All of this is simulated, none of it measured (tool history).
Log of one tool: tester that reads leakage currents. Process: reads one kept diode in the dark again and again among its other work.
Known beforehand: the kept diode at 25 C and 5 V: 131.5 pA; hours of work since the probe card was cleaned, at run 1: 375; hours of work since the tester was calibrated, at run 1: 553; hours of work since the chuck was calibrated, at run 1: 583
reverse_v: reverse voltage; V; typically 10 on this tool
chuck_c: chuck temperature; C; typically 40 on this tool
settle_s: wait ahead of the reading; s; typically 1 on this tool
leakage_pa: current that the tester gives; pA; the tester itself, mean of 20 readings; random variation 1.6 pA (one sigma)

run	hour	reverse_v	chuck_c	settle_s	hours of work since the probe card was cleaned	hours of work since the tester was calibrated	hours of work since the chuck was calibrated	leakage_pa
1	0	10	40	1	375	553	583	523.9
2	20.9	10	40	1	389	567	597	524.58
3	37.8	10	40	0.48	401	579	608	526.33
4	55.3	10	40	0.48	413	591	621	528.32
5	82.8	10	40	0.48	432	610	639	528.1
6	98.6	10	40	0.48	443	621	650	524.46
7	121.8	10	40	0.48	459	637	666	524.16
8	147.3	1.5	40	0.48	476	654	684	233.96
9	161.8	1.5	40	0.48	486	664	694	232.19
10	191.3	1.5	42	0.48	507	684	714	268.49
11	223.2	15.2	40	1	529	706	736	628.11
12	242.9	15.2	40	1	542	720	750	624.09
13	257.1	15.2	40	1	552	730	759	626.15
14	281	15.2	40	1	568	746	776	625.22
15	300.7	10	40	1	582	760	789	524.13
16	328.6	10	22	1	601	779	809	145.5
17	347.4	10	30	1	614	792	821	258.68
18	370.5	10	30	1	630	808	837	258.51
# hour 375.4: probe card cleaned and baked
19	392.6	10	45	1	12	821	850	731.13
20	417.4	10	40	1	29	838	867	523.07
21	439.4	1.4	27	1	44	853	883	87.87
# hour 470.5: probe card cleaned and baked, once more
22	471.9	4.6	27	1.33	1	873	903	142.61
23	496.5	7.8	60	1.3	18	890	920	1713.78
24	526.4	4	43	1	38	911	940	427.66
25	542	1.1	46	0.58	49	921	951	305.24
26	560.9	1.1	46	0.58	62	934	964	305.01
27	579.1	10	24	0.92	75	947	977	159.13
28	604.9	6.1	24	2.64	92	965	994	127.31
29	633.8	6.1	24	2.64	112	985	1014	127.46
30	650.1	2.9	34	1	123	996	1025	196.49
31	681.8	5.4	36	4.01	145	1018	1047	294.51
32	704.1	5.4	36	4.01	161	1033	1063	294.67
33	722.5	3.4	29	1.02	173	1046	1075	146.27
34	737.9	3.4	29	1.02	184	1056	1086	146.63
35	768.8	3.4	29	1.02	205	1077	1107	145.24
36	797.4	3.4	29	1.02	225	1097	1127	145.26
37	823.9	3.4	29	1.02	243	1115	1145	145.07
38	851.5	6.5	60	0.54	262	1134	1164	1573.56
39	878.3	12.2	60	0.54	280	1153	1182	2045.36
40	904.3	4.1	40	4.43	298	1171	1200	346.44

Consider 4 possible next runs. They are alternatives, not a sequence: every one starts from the tool as it was left by run 40. What does each give?
A	927.6	4.1	40	0.69	314	1187	1216	?
B	927.6	6.1	30	2.87	314	1187	1216	?
C	927.6	1.3	40	4.43	314	1187	1216	?
D	927.6	1.9	22	7.87	314	1187	1216	?

run	leakage_pa
A	348.25
B	199.7
C	213.12
D	65.74
Stripped of hidden state, with their random variation kept, the same runs would have yielded:
run	leakage_pa
A	365.81
B	208.82
C	224.46
D	69
